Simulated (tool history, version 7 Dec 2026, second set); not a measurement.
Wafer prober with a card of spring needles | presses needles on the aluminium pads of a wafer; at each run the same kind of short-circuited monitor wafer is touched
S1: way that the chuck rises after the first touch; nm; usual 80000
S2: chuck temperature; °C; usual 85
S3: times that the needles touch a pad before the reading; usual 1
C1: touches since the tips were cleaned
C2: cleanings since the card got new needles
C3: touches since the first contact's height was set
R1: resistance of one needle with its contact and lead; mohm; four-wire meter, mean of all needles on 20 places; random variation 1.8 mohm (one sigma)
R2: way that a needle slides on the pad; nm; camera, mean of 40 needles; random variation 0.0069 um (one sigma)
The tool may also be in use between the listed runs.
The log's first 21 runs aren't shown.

-- hour=545.7 tips cleaned on abrasive film
run 22 hour=563.9 | S1=91000 S2=41 S3=2 | C1=3704 C2=49 C3=169780 | R1=177 R2=12669
-- hour=577 tips cleaned on abrasive film
run 23 hour=593.9 | S1=66000 S2=70 S3=1 | C1=3446 C2=50 C3=175856 | R1=191 R2=9188
-- hour=608.8 tips cleaned on abrasive film
run 24 hour=620 | S1=86000 S2=112 S3=1 | C1=2279 C2=51 C3=181136 | R1=194 R2=11943
-- hour=640.8 tips cleaned on abrasive film
-- hour=648.7 height of the first contact set anew
run 25 hour=654.3 | S1=80000 S2=110 S3=3 | C1=2672 C2=52 C3=1132 | R1=195 R2=11119
-- hour=674.8 tips cleaned on abrasive film
run 26 hour=684.4 | S1=80000 S2=121 S3=3 | C1=1966 C2=53 C3=7236 | R1=193 R2=11117
-- hour=705.8 tips cleaned on abrasive film
run 27 hour=705.8 | S1=63000 S2=121 S3=3 | C1=0 C2=54 C3=11554 | R1=202 R2=8751
run 28 hour=735.9 | S1=95000 S2=30 S3=2 | C1=6117 C2=54 C3=17671 | R1=175 R2=13193
-- hour=739.4 tips cleaned on abrasive film
-- hour=745 gauge calibrated
run 29 hour=766.3 | S1=72000 S2=30 S3=3 | C1=5462 C2=55 C3=23817 | R1=177 R2=10144
-- hour=771.9 tips cleaned on abrasive film
run 30 hour=786.8 | S1=98000 S2=31 S3=1 | C1=3042 C2=56 C3=27971 | R1=172 R2=13803
-- hour=802.7 tips cleaned on abrasive film
run 31 hour=819.2 | S1=80000 S2=85 S3=2 | C1=3361 C2=57 C3=34524 | R1=189 R2=11259
-- hour=834.1 tips cleaned on abrasive film
run 32 hour=849.5 | S1=80000 S2=85 S3=2 | C1=3113 C2=58 C3=40646 | R1=190 R2=11264

Forecast each of these 5 alternatives for the next run:
-- hour=867.7 tips cleaned on abrasive film
run A hour=880.9 | S1=97000 S2=45 S3=2 | C1=2683 C2=59 C3=47013 | R1=? R2=?
-- hour=867.7 tips cleaned on abrasive film
run B hour=880.9 | S1=80000 S2=85 S3=2 | C1=2683 C2=59 C3=47013 | R1=? R2=?
-- hour=867.7 tips cleaned on abrasive film
run C hour=880.9 | S1=70000 S2=52 S3=2 | C1=2683 C2=59 C3=47013 | R1=? R2=?
-- hour=867.7 tips cleaned on abrasive film
run D hour=880.9 | S1=91000 S2=85 S3=2 | C1=2683 C2=59 C3=47013 | R1=? R2=?
-- hour=867.7 tips cleaned on abrasive film
run E hour=880.9 | S1=97000 S2=85 S3=2 | C1=2683 C2=59 C3=47013 | R1=? R2=?

run=A R1=175 R2=13653
run=B R1=192 R2=11241
run=C R1=185 R2=9828
run=D R1=187 R2=12786
run=E R1=184 R2=13644
Without the tool's hidden state the same runs would have given:
run=A R1=175 R2=13695
run=B R1=192 R2=11276
run=C R1=185 R2=9859
run=D R1=186 R2=12826
run=E R1=184 R2=13686
